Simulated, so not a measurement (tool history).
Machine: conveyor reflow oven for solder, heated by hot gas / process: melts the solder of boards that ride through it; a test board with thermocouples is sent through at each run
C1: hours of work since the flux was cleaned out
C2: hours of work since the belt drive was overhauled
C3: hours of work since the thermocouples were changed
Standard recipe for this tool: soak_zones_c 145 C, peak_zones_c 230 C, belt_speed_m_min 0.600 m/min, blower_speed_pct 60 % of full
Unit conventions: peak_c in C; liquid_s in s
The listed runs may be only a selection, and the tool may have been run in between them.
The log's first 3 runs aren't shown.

Run 4, hour 32.3: usual settings; C1 177; C2 215; C3 57. Result: peak_c 213.12 C, liquid_s 51.50 s.
Run 5, hour 47.1: usual settings; C1 183; C2 221; C3 63. Result: peak_c 213.23 C, liquid_s 51.41 s.
Run 6, hour 57.0: usual settings but belt_speed_m_min 0.491 m/min; C1 188; C2 226; C3 68. Result: peak_c 218.91 C, liquid_s 69.56 s.
Run 7, hour 71.2: usual settings; C1 194; C2 232; C3 74. Result: peak_c 212.97 C, liquid_s 51.44 s.
Run 8, hour 88.1: usual settings; C1 202; C2 240; C3 82. Result: peak_c 213.14 C, liquid_s 51.51 s.
Run 9, hour 97.9: usual settings; C1 206; C2 244; C3 86. Result: peak_c 213.15 C, liquid_s 51.28 s.
Run 10, hour 115.1: usual settings; C1 214; C2 252; C3 94. Result: peak_c 213.10 C, liquid_s 51.24 s.
Run 11, hour 127.2: usual settings; C1 220; C2 257; C3 100. Result: peak_c 212.96 C, liquid_s 51.49 s.
Run 12, hour 140.6: usual settings but peak_zones_c 243 C; C1 226; C2 263; C3 106. Result: peak_c 224.08 C, liquid_s 59.17 s.
Run 13, hour 153.9: usual settings but peak_zones_c 243 C; C1 232; C2 270; C3 112. Result: peak_c 224.08 C, liquid_s 59.24 s.
Run 14, hour 161.4: usual settings but peak_zones_c 243 C; C1 235; C2 273; C3 115. Result: peak_c 223.92 C, liquid_s 59.25 s.
Run 15, hour 171.6: usual settings; C1 240; C2 278; C3 120. Result: peak_c 212.96 C, liquid_s 51.41 s.
Run 16, hour 178.6: usual settings; C1 243; C2 281; C3 123. Result: peak_c 212.88 C, liquid_s 51.27 s.
Run 17, hour 189.7: usual settings; C1 248; C2 286; C3 128. Result: peak_c 212.92 C, liquid_s 51.33 s.
Run 18, hour 198.2: usual settings; C1 252; C2 290; C3 132. Result: peak_c 212.88 C, liquid_s 51.16 s.
Run 19, hour 212.1: usual settings; C1 258; C2 296; C3 138. Result: peak_c 212.87 C, liquid_s 51.16 s.

Forecast run 20:
Run 20, hour 228.8: usual settings but belt_speed_m_min 0.535 m/min, blower_speed_pct 57 % of full; C1 266; C2 303; C3 146. Result: peak_c ?, liquid_s ?.

{"run 20": {"peak_c": 215.89, "liquid_s": 60.8}}
Had the tool carried no hidden state, the very same run would have given peak_c 216.31 C, liquid_s 61.21 s.
